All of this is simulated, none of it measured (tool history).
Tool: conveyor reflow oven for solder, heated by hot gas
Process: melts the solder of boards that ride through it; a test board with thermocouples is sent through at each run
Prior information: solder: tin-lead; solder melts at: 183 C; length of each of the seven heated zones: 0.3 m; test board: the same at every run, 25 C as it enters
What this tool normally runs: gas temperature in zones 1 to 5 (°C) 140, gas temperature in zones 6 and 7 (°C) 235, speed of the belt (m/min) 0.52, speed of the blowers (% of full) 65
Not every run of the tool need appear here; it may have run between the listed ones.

run,hour,gas temperature in zones 1 to 5 (°C),gas temperature in zones 6 and 7 (°C),speed of the belt (m/min),speed of the blowers (% of full),highest temperature of the board (°C),time above the solder's melting point (s)
1,0,140,235,0.52,65,219.7,55.6
# hour 11.1: flux residue cleaned out of gas plates and filters
2,13.8,140,235,0.52,65,220.5,56.1
3,26.2,140,230,0.52,65,215.9,53.1
4,32.4,140,230,0.52,65,215.9,53
5,46.2,140,230,0.52,65,216.1,52.9
6,52.1,140,230,0.52,65,216.1,53.1
7,58.7,140,230,0.52,65,215.9,53
8,69.2,140,230,0.52,65,216,53
9,81.1,140,235,0.52,65,220,55.9
10,91.3,140,235,0.52,54,217.1,53.4
11,99.5,140,235,0.52,65,220.2,55.7
12,106.1,134,235,0.52,65,219,53.1
13,113.6,134,235,0.52,65,219.2,53.1
14,120.3,140,238,0.52,65,223,57.3
15,128.6,140,238,0.52,62,221.7,56.7
16,138.3,132,238,0.52,62,220.7,53.5
17,150.8,140,247,0.52,65,231.1,61.6
18,162.8,140,247,0.569,65,227.3,54.6
19,176.2,137,247,0.569,73,229.2,54.6

What does the tool deliver on the next run?
20,189.4,149,238,0.52,65,?,?

Logged for run 20: highest temperature of the board (°C) 223.8, time above the solder's melting point (s) 61.2.
Had the tool carried no hidden state, the very same run would have given highest temperature of the board (°C) 224.8, time above the solder's melting point (s) 60.7.
